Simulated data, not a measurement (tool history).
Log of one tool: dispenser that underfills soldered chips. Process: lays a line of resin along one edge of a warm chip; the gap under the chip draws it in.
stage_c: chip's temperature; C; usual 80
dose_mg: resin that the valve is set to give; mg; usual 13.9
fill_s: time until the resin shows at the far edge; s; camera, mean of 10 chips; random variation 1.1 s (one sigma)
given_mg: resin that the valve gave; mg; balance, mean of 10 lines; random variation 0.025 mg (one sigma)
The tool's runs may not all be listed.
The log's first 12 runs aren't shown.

| run | hour | stage_c | dose_mg | hours of work since the syringe was changed | hours of work since the valve was cleaned | hours of work since the stage was calibrated | fill_s | given_mg |
|---|---|---|---|---|---|---|---|---|
|  | 101 | new syringe of resin |
| 13 | 101 | 71 | 13.9 | 0 | 9 | 161 | 142.4 | 13.81 |
| 14 | 107.3 | 71 | 13.9 | 4 | 14 | 165 | 171.4 | 13.76 |
| 15 | 113.9 | 80 | 13.9 | 9 | 18 | 170 | 142.4 | 13.72 |
|  | 119.2 | new syringe of resin |
| 16 | 122.6 | 80 | 13.9 | 2 | 24 | 175 | 112.6 | 13.68 |
| 17 | 129.5 | 80 | 13.9 | 7 | 29 | 180 | 135.1 | 13.63 |
|  | 137.5 | new syringe of resin |
| 18 | 138.6 | 80 | 13.9 | 1 | 35 | 186 | 104.3 | 13.59 |
| 19 | 146.4 | 65 | 17.1 | 6 | 40 | 191 | 219.4 | 16.69 |
| 20 | 154.3 | 80 | 17 | 11 | 45 | 197 | 159.7 | 16.56 |
|  | 155.6 | new syringe of resin |
|  | 159.8 | dispensing valve cleaned and set on the balance |
| 21 | 163.9 | 80 | 17 | 5 | 3 | 202 | 122.2 | 16.9 |

The next listed run, before its measurement:
| 22 | 170.4 | 89 | 16.4 | 9 | 7 | 207 | ? | ? |

{"run 22": {"fill_s": 105.7, "given_mg": 16.29}}
Without the tool's hidden state the same run would have given fill_s 76.3 s, given_mg 16.42 mg.
